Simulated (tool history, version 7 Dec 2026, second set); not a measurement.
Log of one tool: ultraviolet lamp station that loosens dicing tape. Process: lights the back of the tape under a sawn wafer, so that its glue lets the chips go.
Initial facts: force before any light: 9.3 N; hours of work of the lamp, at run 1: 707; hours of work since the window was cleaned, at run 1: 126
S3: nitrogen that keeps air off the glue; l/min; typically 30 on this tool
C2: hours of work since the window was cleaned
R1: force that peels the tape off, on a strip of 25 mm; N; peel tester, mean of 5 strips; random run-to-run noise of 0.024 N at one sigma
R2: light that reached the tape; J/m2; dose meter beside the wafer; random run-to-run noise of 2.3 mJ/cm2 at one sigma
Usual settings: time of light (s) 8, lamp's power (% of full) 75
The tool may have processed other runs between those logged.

Run 1, hour 0.0: usual settings; hours of work of the lamp 707; C2 126. Result: R1 2.065 N, R2 1530 J/m2.
Run 2, hour 70.3: usual settings; hours of work of the lamp 755; C2 174. Result: R1 2.279 N, R2 1420 J/m2.
Run 3, hour 110.1: usual settings; hours of work of the lamp 782; C2 202. Result: R1 2.362 N, R2 1360 J/m2.
At hour 127.2: window cleaned of glue's vapour.
Run 4, hour 188.2: usual settings but lamp's power (% of full) 64; hours of work of the lamp 835; C2 42. Result: R1 2.570 N, R2 1300 J/m2.
Run 5, hour 284.4: usual settings but lamp's power (% of full) 64; hours of work of the lamp 900; C2 107. Result: R1 2.805 N, R2 1200 J/m2.
Run 6, hour 346.0: usual settings; hours of work of the lamp 942; C2 149. Result: R1 2.411 N, R2 1390 J/m2.
At hour 437.4: window cleaned of glue's vapour.
Run 7, hour 441.6: usual settings but time of light (s) 5; hours of work of the lamp 1007; C2 3. Result: R1 3.780 N, R2 900 J/m2.
Run 8, hour 483.1: usual settings but time of light (s) 5; hours of work of the lamp 1035; C2 31. Result: R1 3.786 N, R2 830 J/m2.
Run 9, hour 563.2: usual settings but lamp's power (% of full) 74, S3 28 l/min; hours of work of the lamp 1090; C2 86. Result: R1 2.599 N, R2 1320 J/m2.
Run 10, hour 602.9: usual settings but time of light (s) 5, lamp's power (% of full) 97, S3 14 l/min; hours of work of the lamp 1117; C2 113. Result: R1 4.171 N, R2 1060 J/m2.
Run 11, hour 662.5: usual settings but time of light (s) 5, lamp's power (% of full) 97, S3 14 l/min; hours of work of the lamp 1158; C2 153. Result: R1 4.331 N, R2 1010 J/m2.
At hour 698.4: lamp changed.
At hour 753.0: window cleaned of glue's vapour.
Run 12, hour 753.0: usual settings but time of light (s) 5, lamp's power (% of full) 97, S3 14 l/min; hours of work of the lamp 37; C2 0. Result: R1 2.581 N, R2 1600 J/m2.

5 ways to go on from here, each from the tool as it stands after run 12. What would each give?
Run A, hour 815.9: usual settings but time of light (s) 5, lamp's power (% of full) 73, S3 51 l/min; hours of work of the lamp 80; C2 43. Result: R1 ?, R2 ?.
Run B, hour 815.9: usual settings but time of light (s) 4, lamp's power (% of full) 74, S3 20 l/min; hours of work of the lamp 80; C2 43. Result: R1 ?, R2 ?.
Run C, hour 815.9: usual settings but time of light (s) 7, lamp's power (% of full) 80, S3 14 l/min; hours of work of the lamp 80; C2 43. Result: R1 ?, R2 ?.
Run D, hour 815.9: usual settings but time of light (s) 12, lamp's power (% of full) 71, S3 15 l/min; hours of work of the lamp 80; C2 43. Result: R1 ?, R2 ?.
Run E, hour 815.9: usual settings but lamp's power (% of full) 64, S3 35 l/min; hours of work of the lamp 80; C2 43. Result: R1 ?, R2 ?.

run     R1    R2
  A  2.291  1180
  B  3.861   970
  C  2.308  1870
  D  1.069  2760
  E  1.648  1680
With the hidden condition removed and each run's random variation left untouched, the same runs would have given:
run     R1    R2
  A  2.113  1250
  B  3.674  1030
  C  2.128  1970
  D  0.948  2930
  E  1.492  1780

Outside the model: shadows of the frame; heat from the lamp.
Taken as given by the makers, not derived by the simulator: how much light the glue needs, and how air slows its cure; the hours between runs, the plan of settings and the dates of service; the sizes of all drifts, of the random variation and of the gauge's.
